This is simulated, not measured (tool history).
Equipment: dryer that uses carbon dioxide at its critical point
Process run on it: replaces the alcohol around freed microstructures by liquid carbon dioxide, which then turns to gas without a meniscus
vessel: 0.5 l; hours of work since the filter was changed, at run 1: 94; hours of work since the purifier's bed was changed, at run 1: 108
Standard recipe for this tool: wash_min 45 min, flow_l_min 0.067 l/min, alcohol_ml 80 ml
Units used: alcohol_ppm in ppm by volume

run,hour,wash_min,flow_l_min,alcohol_ml,hours of work since the filter was changed,hours of work since the purifier's bed was changed,alcohol_ppm
1,0,45,0.067,80,94,108,857
2,9.7,45,0.067,80,99,113,883
3,30.4,45,0.067,80,110,123,905
4,47.9,39,0.067,80,118,132,1843
5,63.8,45,0.0696,80,126,140,765
6,81.7,45,0.067,80,135,149,974
7,92.4,45,0.067,80,141,155,1009
8,107.5,45,0.067,80,149,162,1039
9,120.1,45,0.067,23,155,169,296
10,132.2,45,0.067,23,161,175,322
11,143.7,45,0.067,80,167,181,1041
# hour 156.6: inlet filter changed
12,160.8,45,0.067,80,2,189,653
13,181.3,45,0.067,80,13,199,651
14,195.5,45,0.067,98,20,206,843
15,212,45,0.067,98,28,215,846
16,222.2,45,0.067,98,33,220,829
17,232.7,45,0.067,98,39,225,861
18,242.7,45,0.067,98,44,230,871
19,266,39,0.067,80,55,242,1527
20,288.7,39,0.067,53,67,254,1041
21,311.9,39,0.067,53,79,265,1036
22,328,39,0.067,53,87,273,1098
23,337.4,39,0.067,53,92,278,1091
24,349.5,39,0.067,53,98,284,1126
25,371.3,41,0.0687,35,109,295,543
26,391.8,67,0.084,40,119,306,25
27,412.6,44,0.0622,80,130,316,1482
28,434.9,40,0.066,80,141,328,1800
29,457.6,30,0.0431,33,153,339,7230
30,475.6,34,0.0431,67,162,348,11307
31,490.8,34,0.0431,67,169,356,11290
# hour 500.3: inlet filter changed
32,501.9,34,0.0431,67,1,361,8893
33,518.8,34,0.0452,46,9,370,5382
34,542,42,0.0667,51,21,381,678
35,555.7,42,0.0667,51,28,388,662
36,565.7,47,0.0779,27,33,393,91
37,585.4,47,0.0779,27,43,403,98
38,607.9,45,0.067,33,55,415,324
39,619.3,45,0.067,33,60,420,341
40,634.5,45,0.0506,29,68,428,1026
41,656.8,44,0.067,32,79,440,359
42,667.5,44,0.067,48,85,445,587
43,682.6,61,0.0633,60,92,453,169
44,696.8,59,0.067,80,100,460,190
45,712.9,45,0.0411,46,108,468,3601
46,731.6,60,0.0541,89,117,477,691
47,748.1,60,0.0541,89,126,486,706

Consider 4 possible next runs. They are alternatives, not a sequence: every one starts from the tool as it was left by run 47. What does each give?
A,763.8,45,0.067,45,134,494,?
B,763.8,45,0.067,80,134,494,?
C,763.8,29,0.0495,80,134,494,?
D,763.8,36,0.0705,60,134,494,?

run,alcohol_ppm
A,559
B,971
C,13774
D,1647
Had the tool no hidden state, the same runs would have come out as:
run,alcohol_ppm
A,357
B,623
C,11215
D,1144

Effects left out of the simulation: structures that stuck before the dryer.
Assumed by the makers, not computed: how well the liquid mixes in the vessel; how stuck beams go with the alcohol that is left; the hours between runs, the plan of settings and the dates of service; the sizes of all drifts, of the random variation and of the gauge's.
